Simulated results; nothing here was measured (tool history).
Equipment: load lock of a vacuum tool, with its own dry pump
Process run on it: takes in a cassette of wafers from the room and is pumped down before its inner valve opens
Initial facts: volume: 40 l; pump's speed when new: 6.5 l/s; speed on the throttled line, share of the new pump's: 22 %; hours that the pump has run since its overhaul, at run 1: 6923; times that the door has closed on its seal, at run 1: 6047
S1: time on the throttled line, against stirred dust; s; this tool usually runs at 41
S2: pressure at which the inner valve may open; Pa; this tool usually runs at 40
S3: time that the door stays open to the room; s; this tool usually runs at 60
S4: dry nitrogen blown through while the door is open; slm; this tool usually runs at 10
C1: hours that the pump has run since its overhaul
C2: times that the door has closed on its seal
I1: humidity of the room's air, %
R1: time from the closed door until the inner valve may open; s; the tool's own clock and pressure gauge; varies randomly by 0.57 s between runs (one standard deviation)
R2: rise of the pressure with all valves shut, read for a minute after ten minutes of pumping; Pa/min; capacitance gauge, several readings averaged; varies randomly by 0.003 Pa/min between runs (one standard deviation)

run     day  S1  S2   S3  S4    C1     C2    I1     R1     R2
  1   0.000  41  40   60  10  6923   6047  44.5   82.8  0.061
  2   2.979  41  40   60  10  6994   6271  43.5   84.6  0.061
  3   9.296  41  40   60  10  7146   6747  44.5   85.0  0.056
  4  14.558  41  40   60  10  7272   7144  48.4   84.6  0.061
  5  18.133  41  40   60  10  7358   7413  49.2   85.0  0.069
  6  24.475  41  40   60  10  7510   7891  48.9   85.1  0.069
  7  28.096  41  79   60  10  7597   8164  42.4   80.6  0.062
  8  32.217  41  79   60  10  7696   8474  43.8   81.0  0.066
  9  37.671  41  28  228  10  7827   8885  41.6   87.7  0.129
 10  43.692  45  29   93   5  7972   9339  46.7   90.9  0.102
 11  46.896  43  73   71   7  8049   9580  45.8   82.5  0.083
 12  53.438  41  71   60  30  8206  10073  45.8   81.2  0.054
 13  60.188  81  54  138  10  8368  10582  46.4  112.8  0.118
 14  65.362  25  40   60   7  8492  10971  43.8   73.3  0.079

The next listed run, before its measurement:
 15  68.704  62  40  108  38  8572  11223  45.5   ?   ?

{"run 15": {"R1": 100.9, "R2": 0.068}}
Had the tool carried no hidden state, the very same run would have given R1 95.9 s, R2 0.032 Pa/min.
